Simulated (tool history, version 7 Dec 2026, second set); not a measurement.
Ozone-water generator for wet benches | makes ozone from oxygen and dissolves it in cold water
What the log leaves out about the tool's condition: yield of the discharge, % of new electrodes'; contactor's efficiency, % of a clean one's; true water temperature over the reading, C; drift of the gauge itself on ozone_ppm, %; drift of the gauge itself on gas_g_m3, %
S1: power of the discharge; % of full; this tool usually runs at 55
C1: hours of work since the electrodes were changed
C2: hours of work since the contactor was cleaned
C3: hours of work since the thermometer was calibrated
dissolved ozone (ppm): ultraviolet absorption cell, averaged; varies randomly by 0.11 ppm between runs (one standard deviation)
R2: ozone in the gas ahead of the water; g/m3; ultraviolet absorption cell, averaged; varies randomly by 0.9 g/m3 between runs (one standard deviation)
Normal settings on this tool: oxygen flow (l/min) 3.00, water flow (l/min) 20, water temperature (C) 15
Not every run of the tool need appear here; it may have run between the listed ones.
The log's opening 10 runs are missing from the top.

Run 11, day 57.488: usual settings; C1 4284; C2 1358; C3 4097. Result: dissolved ozone (ppm) 8.4, R2 135.2 g/m3.
Run 12, day 64.738: usual settings; C1 4447; C2 1521; C3 4260. Result: dissolved ozone (ppm) 8.4, R2 133.7 g/m3.
Run 13, day 68.621: usual settings but water temperature (C) 20; C1 4534; C2 1608; C3 4347. Result: dissolved ozone (ppm) 7.7, R2 133.6 g/m3.
At day 69.212: contactor cleaned.
Run 14, day 74.554: usual settings but water temperature (C) 20; C1 4664; C2 120; C3 4477. Result: dissolved ozone (ppm) 7.7, R2 132.3 g/m3.
Run 15, day 80.838: usual settings but water temperature (C) 20; C1 4805; C2 261; C3 4618. Result: dissolved ozone (ppm) 7.9, R2 132.2 g/m3.
At day 84.004: water thermometer calibrated.
Run 16, day 87.358: usual settings but water temperature (C) 20; C1 4951; C2 408; C3 75. Result: dissolved ozone (ppm) 7.8, R2 130.5 g/m3.
Run 17, day 92.079: usual settings but water flow (l/min) 18; C1 5057; C2 514; C3 182. Result: dissolved ozone (ppm) 8.7, R2 131.6 g/m3.
Run 18, day 96.125: usual settings but water flow (l/min) 18; C1 5148; C2 605; C3 273. Result: dissolved ozone (ppm) 8.8, R2 130.9 g/m3.
Run 19, day 99.167: usual settings but S1 97 % of full, oxygen flow (l/min) 3.74, water flow (l/min) 18, water temperature (C) 21; C1 5217; C2 673; C3 341. Result: dissolved ozone (ppm) 13.0, R2 182.9 g/m3.
Run 20, day 104.279: usual settings but S1 96 % of full, water temperature (C) 21; C1 5332; C2 788; C3 456. Result: dissolved ozone (ppm) 11.4, R2 198.9 g/m3.
At day 105.775: contactor cleaned, once more.
Run 21, day 107.450: usual settings but S1 96 % of full, water temperature (C) 11; C1 5399; C2 38; C3 524. Result: dissolved ozone (ppm) 12.8, R2 198.0 g/m3.
Run 22, day 111.283: usual settings but S1 96 % of full, water temperature (C) 11; C1 5485; C2 124; C3 610. Result: dissolved ozone (ppm) 12.7, R2 197.3 g/m3.
Run 23, day 114.929: usual settings but S1 96 % of full, water temperature (C) 11; C1 5567; C2 206; C3 692. Result: dissolved ozone (ppm) 12.7, R2 199.1 g/m3.
Run 24, day 119.962: usual settings but S1 96 % of full, oxygen flow (l/min) 3.36, water flow (l/min) 13, water temperature (C) 11; C1 5681; C2 319; C3 805. Result: dissolved ozone (ppm) 19.5, R2 186.0 g/m3.
Run 25, day 123.021: usual settings but oxygen flow (l/min) 3.10, water flow (l/min) 13, water temperature (C) 16; C1 5749; C2 388; C3 874. Result: dissolved ozone (ppm) 12.0, R2 127.3 g/m3.
Run 26, day 125.954: usual settings but S1 80 % of full, oxygen flow (l/min) 2.42, water flow (l/min) 13, water temperature (C) 16; C1 5815; C2 454; C3 940. Result: dissolved ozone (ppm) 15.0, R2 188.5 g/m3.
Run 27, day 129.354: usual settings but S1 77 % of full, oxygen flow (l/min) 3.11, water flow (l/min) 16, water temperature (C) 7; C1 5892; C2 530; C3 1016. Result: dissolved ozone (ppm) 13.8, R2 161.4 g/m3.
Run 28, day 136.088: usual settings but S1 43 % of full, water temperature (C) 10; C1 6043; C2 682; C3 1168. Result: dissolved ozone (ppm) 6.8, R2 105.9 g/m3.
Run 29, day 139.562: usual settings but S1 43 % of full, oxygen flow (l/min) 2.20; C1 6121; C2 760; C3 1246. Result: dissolved ozone (ppm) 6.2, R2 122.2 g/m3.
Run 30, day 146.238: usual settings but oxygen flow (l/min) 4.98; C1 6272; C2 910; C3 1396. Result: dissolved ozone (ppm) 8.6, R2 100.4 g/m3.
Run 31, day 151.450: usual settings but S1 44 % of full, oxygen flow (l/min) 4.98, water flow (l/min) 15, water temperature (C) 10; C1 6389; C2 1027; C3 1513. Result: dissolved ozone (ppm) 9.7, R2 84.4 g/m3.
Run 32, day 158.217: usual settings but S1 44 % of full, oxygen flow (l/min) 4.98, water flow (l/min) 15, water temperature (C) 10; C1 6541; C2 1179; C3 1665. Result: dissolved ozone (ppm) 9.7, R2 83.9 g/m3.
Run 33, day 161.229: usual settings but oxygen flow (l/min) 1.78, water flow (l/min) 12; C1 6609; C2 1247; C3 1733. Result: dissolved ozone (ppm) 11.0, R2 157.4 g/m3.

Predict each of these 3 candidate next runs independently; none follows another, all start after run 33:
Run A, day 166.525: usual settings but S1 60 % of full, oxygen flow (l/min) 1.78, water flow (l/min) 15, water temperature (C) 13; C1 6728; C2 1366; C3 1852. Result: dissolved ozone (ppm) ?, R2 ?.
Run B, day 166.525: usual settings but oxygen flow (l/min) 1.92; C1 6728; C2 1366; C3 1852. Result: dissolved ozone (ppm) ?, R2 ?.
Run C, day 166.525: usual settings but oxygen flow (l/min) 1.78, water flow (l/min) 13; C1 6728; C2 1366; C3 1852. Result: dissolved ozone (ppm) ?, R2 ?.

run  dissolved ozone (ppm)     R2
  A                    9.6  169.2
  B                    6.8  153.8
  C                   10.3  158.3
Without the tool's unlogged condition, the same runs would have read:
run  dissolved ozone (ppm)     R2
  A                   11.9  207.3
  B                    8.3  185.3
  C                   12.5  190.7
